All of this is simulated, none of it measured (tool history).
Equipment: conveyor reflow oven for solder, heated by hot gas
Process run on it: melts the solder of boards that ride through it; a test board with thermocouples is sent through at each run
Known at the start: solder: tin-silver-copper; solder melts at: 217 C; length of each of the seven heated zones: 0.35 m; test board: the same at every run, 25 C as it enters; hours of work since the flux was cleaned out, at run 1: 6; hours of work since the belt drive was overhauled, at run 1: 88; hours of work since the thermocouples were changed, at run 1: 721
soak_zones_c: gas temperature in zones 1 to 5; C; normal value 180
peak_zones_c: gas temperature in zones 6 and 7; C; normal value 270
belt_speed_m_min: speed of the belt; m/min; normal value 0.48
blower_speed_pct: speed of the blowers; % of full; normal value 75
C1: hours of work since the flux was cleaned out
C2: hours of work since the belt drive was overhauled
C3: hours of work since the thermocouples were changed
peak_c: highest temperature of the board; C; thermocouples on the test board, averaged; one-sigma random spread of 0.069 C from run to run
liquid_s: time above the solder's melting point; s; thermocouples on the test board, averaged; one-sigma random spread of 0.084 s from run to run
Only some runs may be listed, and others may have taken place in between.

Run 1, hour 0: usual settings; C1 6; C2 88; C3 721. Result: peak_c 256.97 C, liquid_s 71.98 s.
Run 2, hour 33.4: usual settings; C1 32; C2 114; C3 747. Result: peak_c 256.98 C, liquid_s 71.96 s.
Run 3, hour 62.3: usual settings; C1 54; C2 136; C3 769. Result: peak_c 256.82 C, liquid_s 71.92 s.
Run 4, hour 96.9: usual settings but belt_speed_m_min 0.408 m/min; C1 81; C2 162; C3 796. Result: peak_c 261.05 C, liquid_s 89.02 s.
Run 5, hour 117.4: usual settings but belt_speed_m_min 0.408 m/min; C1 97; C2 178; C3 812. Result: peak_c 261.15 C, liquid_s 89.13 s.
Run 6, hour 155: usual settings but soak_zones_c 183 C; C1 126; C2 207; C3 841. Result: peak_c 257.12 C, liquid_s 73.46 s.
Run 7, hour 201: usual settings but soak_zones_c 183 C, peak_zones_c 271 C; C1 161; C2 243; C3 876. Result: peak_c 257.72 C, liquid_s 73.85 s.
At hour 208.8: flux residue cleaned out of gas plates and filters.
Run 8, hour 232.5: usual settings but soak_zones_c 183 C, peak_zones_c 271 C, blower_speed_pct 81 % of full; C1 18; C2 263; C3 897. Result: peak_c 257.75 C, liquid_s 73.95 s.
Run 9, hour 272.7: usual settings but soak_zones_c 183 C, peak_zones_c 271 C, blower_speed_pct 81 % of full; C1 49; C2 294; C3 927. Result: peak_c 257.71 C, liquid_s 74.14 s.
Run 10, hour 295.2: usual settings but soak_zones_c 183 C, peak_zones_c 271 C, blower_speed_pct 81 % of full; C1 67; C2 311; C3 945. Result: peak_c 257.64 C, liquid_s 73.94 s.
Run 11, hour 341.9: usual settings but soak_zones_c 183 C, peak_zones_c 271 C, blower_speed_pct 81 % of full; C1 102; C2 347; C3 981. Result: peak_c 257.6 C, liquid_s 73.84 s.
Run 12, hour 378.9: usual settings but soak_zones_c 183 C, peak_zones_c 271 C, blower_speed_pct 81 % of full; C1 131; C2 376; C3 1009. Result: peak_c 257.26 C, liquid_s 73.66 s.
Run 13, hour 398.9: usual settings but soak_zones_c 183 C, peak_zones_c 271 C, blower_speed_pct 81 % of full; C1 146; C2 391; C3 1025. Result: peak_c 257.35 C, liquid_s 73.57 s.
At hour 420.7: flux residue cleaned out of gas plates and filters, once more.
Run 14, hour 426.2: usual settings but soak_zones_c 188 C, peak_zones_c 279 C, belt_speed_m_min 0.394 m/min, blower_speed_pct 59 % of full; C1 4; C2 408; C3 1042. Result: peak_c 269.95 C, liquid_s 102.26 s.
Run 15, hour 450: usual settings but soak_zones_c 193 C, peak_zones_c 275 C, blower_speed_pct 81 % of full; C1 23; C2 427; C3 1060. Result: peak_c 264.87 C, liquid_s 83.45 s.
Run 16, hour 476.7: usual settings but soak_zones_c 177 C, peak_zones_c 261 C, blower_speed_pct 81 % of full; C1 43; C2 447; C3 1081. Result: peak_c 249.88 C, liquid_s 65.98 s.
Run 17, hour 500.7: usual settings but soak_zones_c 189 C, peak_zones_c 261 C, belt_speed_m_min 0.571 m/min, blower_speed_pct 81 % of full; C1 62; C2 466; C3 1099. Result: peak_c 247.24 C, liquid_s 56.8 s.
Run 18, hour 529.9: usual settings but peak_zones_c 271 C, belt_speed_m_min 0.464 m/min; C1 84; C2 488; C3 1122. Result: peak_c 259.2 C, liquid_s 76.76 s.
Run 19, hour 560.2: usual settings but soak_zones_c 168 C, peak_zones_c 265 C, belt_speed_m_min 0.425 m/min, blower_speed_pct 55 % of full; C1 107; C2 511; C3 1145. Result: peak_c 251.01 C, liquid_s 71.14 s.
Run 20, hour 585: usual settings but soak_zones_c 168 C, peak_zones_c 265 C, belt_speed_m_min 0.425 m/min, blower_speed_pct 55 % of full; C1 127; C2 531; C3 1164. Result: peak_c 250.88 C, liquid_s 71.14 s.
Run 21, hour 604.4: usual settings but soak_zones_c 190 C, peak_zones_c 263 C, belt_speed_m_min 0.381 m/min, blower_speed_pct 59 % of full; C1 141; C2 545; C3 1179. Result: peak_c 255.72 C, liquid_s 98.16 s.
At hour 619.3: thermocouples of zones 6 and 7 changed.
Run 22, hour 632.2: usual settings but soak_zones_c 190 C, peak_zones_c 263 C, belt_speed_m_min 0.381 m/min, blower_speed_pct 59 % of full; C1 161; C2 565; C3 10. Result: peak_c 253.97 C, liquid_s 96.87 s.
At hour 640.2: flux residue cleaned out of gas plates and filters.
Run 23, hour 676.7: usual settings but soak_zones_c 190 C, peak_zones_c 263 C, belt_speed_m_min 0.381 m/min, blower_speed_pct 59 % of full; C1 28; C2 596; C3 40. Result: peak_c 254.55 C, liquid_s 97.35 s.
Run 24, hour 704: usual settings but soak_zones_c 190 C, peak_zones_c 263 C, belt_speed_m_min 0.381 m/min, blower_speed_pct 59 % of full; C1 49; C2 617; C3 61. Result: peak_c 254.46 C, liquid_s 97.26 s.

Per-run results on a tool with no hidden state, each run keeping its own random variation:
Hidden conditions of the tool in this case: heat that the gas passes to the board, % of a clean oven's; belt's true speed, % of the reading; true gas temperature in zones 6 and 7 over the reading, C; drift of the gauge itself on peak_c, C; drift of the gauge itself on liquid_s, %.
run  peak_c  liquid_s
  1   255.9     71.14
  2  256.02     71.19
  3  255.96     71.22
  4  260.17     88.26
  5  260.32     88.39
  6  256.56     72.96
  7  257.33     73.45
  8  258.13      74.2
  9  258.23     74.47
 10  258.21     74.31
 11  258.34     74.32
 12  258.15     74.25
 13  258.33     74.22
 14  268.24    100.41
 15  263.33     81.93
 16  248.45     64.23
 17     246     55.38
 18  257.87     75.18
 19  249.68     69.23
 20  249.61      69.3
 21  254.29     96.07
 22  254.44     96.25
 23   254.5     96.04
 24  254.44     95.96
